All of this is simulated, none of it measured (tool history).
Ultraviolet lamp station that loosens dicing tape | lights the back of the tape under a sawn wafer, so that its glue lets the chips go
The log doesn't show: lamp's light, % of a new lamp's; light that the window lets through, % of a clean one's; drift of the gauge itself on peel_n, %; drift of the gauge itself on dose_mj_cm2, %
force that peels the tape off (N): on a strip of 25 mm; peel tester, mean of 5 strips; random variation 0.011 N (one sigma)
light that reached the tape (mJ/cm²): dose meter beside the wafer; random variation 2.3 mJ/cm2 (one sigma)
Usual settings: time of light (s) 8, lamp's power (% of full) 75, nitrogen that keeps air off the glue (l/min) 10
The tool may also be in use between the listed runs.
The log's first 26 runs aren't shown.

run	hour	time of light (s)	lamp's power (% of full)	nitrogen that keeps air off the glue (l/min)	hours of work of the lamp	hours of work since the window was cleaned	force that peels the tape off (N)	light that reached the tape (mJ/cm²)
# hour 1192.0: window cleaned of glue's vapour
27	1218.8	5	97	4	875	19	1.578	151
28	1278.1	4	97	4	917	61	1.864	115
29	1317.9	4	97	4	945	90	1.851	118
30	1357.8	4	97	4	974	118	1.933	110
31	1388.9	13	78	15	996	140	0.291	288
32	1424.4	13	78	15	1021	166	0.305	278
33	1460.5	13	82	15	1047	191	0.289	291
# hour 1504.9: window cleaned of glue's vapour
34	1504.9	13	82	15	1078	0	0.260	306
35	1562.8	13	65	7	1120	41	0.698	239
36	1607.6	15	75	3	1152	73	0.858	309
# hour 1628.0: lamp changed
37	1659.7	15	75	3	23	110	0.463	437
38	1718.0	11	77	12	64	151	0.266	326
39	1764.2	5	77	8	97	184	1.203	142
40	1808.9	5	77	8	129	216	1.281	139
# hour 1819.3: window cleaned of glue's vapour
41	1867.1	5	77	8	170	34	1.145	148
42	1896.4	5	77	8	191	55	1.193	143
43	1952.7	5	77	8	231	95	1.245	144

4 ways to go on from here, each from the tool as it stands after run 43. What would each give?
A	2009.5	7	83	10	272	136	?	?
B	2009.5	10	73	8	272	136	?	?
C	2009.5	9	98	8	272	136	?	?
D	2009.5	5	61	10	272	136	?	?

run	force that peels the tape off (N)	light that reached the tape (mJ/cm²)
A	0.625	213
B	0.545	258
C	0.371	316
D	1.435	110
Without the tool's hidden state the same runs would have given:
run	force that peels the tape off (N)	light that reached the tape (mJ/cm²)
A	0.511	241
B	0.439	294
C	0.295	359
D	1.272	125
